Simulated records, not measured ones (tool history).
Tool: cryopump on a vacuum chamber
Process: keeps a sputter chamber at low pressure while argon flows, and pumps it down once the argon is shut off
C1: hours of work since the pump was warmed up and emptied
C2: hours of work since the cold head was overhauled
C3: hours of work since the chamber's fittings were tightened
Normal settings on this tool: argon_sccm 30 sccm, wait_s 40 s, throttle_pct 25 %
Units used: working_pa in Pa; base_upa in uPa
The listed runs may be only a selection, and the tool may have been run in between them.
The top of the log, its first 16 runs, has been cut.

Run 17, hour 1197.4: usual settings; C1 894; C2 2069; C3 740. Result: working_pa 0.0844 Pa, base_upa 2.06 uPa.
Run 18, hour 1292.9: usual settings but argon_sccm 20 sccm, wait_s 143 s, throttle_pct 40 %; C1 953; C2 2128; C3 799. Result: working_pa 0.0366 Pa, base_upa 1.16 uPa.
Run 19, hour 1365.1: usual settings but argon_sccm 22 sccm, wait_s 39 s, throttle_pct 52 %; C1 998; C2 2172; C3 844. Result: working_pa 0.0303 Pa, base_upa 2.18 uPa.
Run 20, hour 1438.4: usual settings but argon_sccm 22 sccm, wait_s 39 s, throttle_pct 52 %; C1 1043; C2 2218; C3 889. Result: working_pa 0.0318 Pa, base_upa 2.26 uPa.
Run 21, hour 1536.1: usual settings but argon_sccm 22 sccm, wait_s 39 s, throttle_pct 52 %; C1 1104; C2 2278; C3 950. Result: working_pa 0.0312 Pa, base_upa 2.24 uPa.
At hour 1584.5: pump warmed up, emptied and cooled again.
Run 22, hour 1636.5: usual settings but argon_sccm 25 sccm, throttle_pct 16 %; C1 32; C2 2337; C3 1009. Result: working_pa 0.1067 Pa, base_upa 2.16 uPa.
Run 23, hour 1727.8: usual settings but argon_sccm 25 sccm, throttle_pct 16 %; C1 89; C2 2393; C3 1065. Result: working_pa 0.1068 Pa, base_upa 2.18 uPa.
Run 24, hour 1776.2: usual settings but argon_sccm 42 sccm, wait_s 24 s, throttle_pct 43 %; C1 119; C2 2423; C3 1095. Result: working_pa 0.0687 Pa, base_upa 3.08 uPa.
Run 25, hour 1841.7: usual settings but argon_sccm 53 sccm, wait_s 186 s, throttle_pct 22 %; C1 159; C2 2464; C3 1136. Result: working_pa 0.1661 Pa, base_upa 1.34 uPa.

Run 26 comes next. What will it give?
Run 26, hour 1910.9: usual settings but argon_sccm 53 sccm, wait_s 186 s, throttle_pct 22 %; C1 202; C2 2507; C3 1178. Result: working_pa ?, base_upa ?.

For run 26 the tool returned working_pa 0.1662 Pa, base_upa 1.34 uPa.
Without the tool's hidden state the same run would have given working_pa 0.1644 Pa, base_upa 0.38 uPa.
